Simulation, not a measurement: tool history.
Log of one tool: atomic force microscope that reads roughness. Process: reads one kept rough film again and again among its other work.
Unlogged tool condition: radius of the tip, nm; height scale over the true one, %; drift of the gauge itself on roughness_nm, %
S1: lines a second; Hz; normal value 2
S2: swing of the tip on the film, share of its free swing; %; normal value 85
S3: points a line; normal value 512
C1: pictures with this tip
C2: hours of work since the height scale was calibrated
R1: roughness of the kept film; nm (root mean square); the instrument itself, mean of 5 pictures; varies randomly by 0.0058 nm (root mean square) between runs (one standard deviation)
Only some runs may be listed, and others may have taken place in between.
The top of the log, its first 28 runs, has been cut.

run 29 hour=585 | S1=3.45 S2=85 S3=530 | C1=169 C2=1263 | R1=0.896
run 30 hour=600.6 | S1=3.45 S2=67 S3=415 | C1=198 C2=1275 | R1=0.949
-- hour=608.3 new tip fitted
run 31 hour=629.5 | S1=3.45 S2=67 S3=415 | C1=39 C2=1296 | R1=1.052
run 32 hour=652.5 | S1=2 S2=77 S3=524 | C1=82 C2=1313 | R1=1.017
run 33 hour=678.4 | S1=2 S2=77 S3=524 | C1=130 C2=1332 | R1=0.99
run 34 hour=707.1 | S1=2.52 S2=59 S3=783 | C1=184 C2=1354 | R1=0.982
-- hour=721.7 new tip fitted
run 35 hour=721.7 | S1=2.52 S2=59 S3=783 | C1=0 C2=1364 | R1=1.115
run 36 hour=744.3 | S1=1.86 S2=59 S3=277 | C1=42 C2=1381 | R1=1.062
run 37 hour=766.5 | S1=2 S2=82 S3=330 | C1=83 C2=1397 | R1=0.99
run 38 hour=786.2 | S1=2 S2=85 S3=261 | C1=120 C2=1412 | R1=0.949
run 39 hour=806.4 | S1=2 S2=59 S3=512 | C1=157 C2=1427 | R1=1.006
run 40 hour=820.8 | S1=0.7 S2=80 S3=512 | C1=184 C2=1438 | R1=0.993
-- hour=835.4 new tip fitted
run 41 hour=836.3 | S1=0.7 S2=80 S3=512 | C1=1 C2=1449 | R1=1.111
run 42 hour=853.9 | S1=0.88 S2=85 S3=322 | C1=34 C2=1462 | R1=1.055
run 43 hour=875.5 | S1=0.86 S2=66 S3=406 | C1=74 C2=1478 | R1=1.074
run 44 hour=896.3 | S1=0.86 S2=66 S3=406 | C1=113 C2=1493 | R1=1.05
run 45 hour=915.7 | S1=1.07 S2=76 S3=547 | C1=149 C2=1508 | R1=1.015
run 46 hour=940 | S1=1.07 S2=76 S3=547 | C1=194 C2=1526 | R1=0.982
-- hour=949.5 new tip fitted
run 47 hour=962.9 | S1=1.07 S2=76 S3=376 | C1=25 C2=1543 | R1=1.083
run 48 hour=987.1 | S1=2.16 S2=85 S3=496 | C1=70 C2=1561 | R1=1.003

What will run 49 give?
run 49 hour=1003.8 | S1=2.16 S2=85 S3=496 | C1=101 C2=1573 | R1=?

Run 49 yielded R1 0.978 nm (root mean square).
With the hidden condition absent and the run-to-run variation left alone, this run would have shown R1 1.054 nm (root mean square).

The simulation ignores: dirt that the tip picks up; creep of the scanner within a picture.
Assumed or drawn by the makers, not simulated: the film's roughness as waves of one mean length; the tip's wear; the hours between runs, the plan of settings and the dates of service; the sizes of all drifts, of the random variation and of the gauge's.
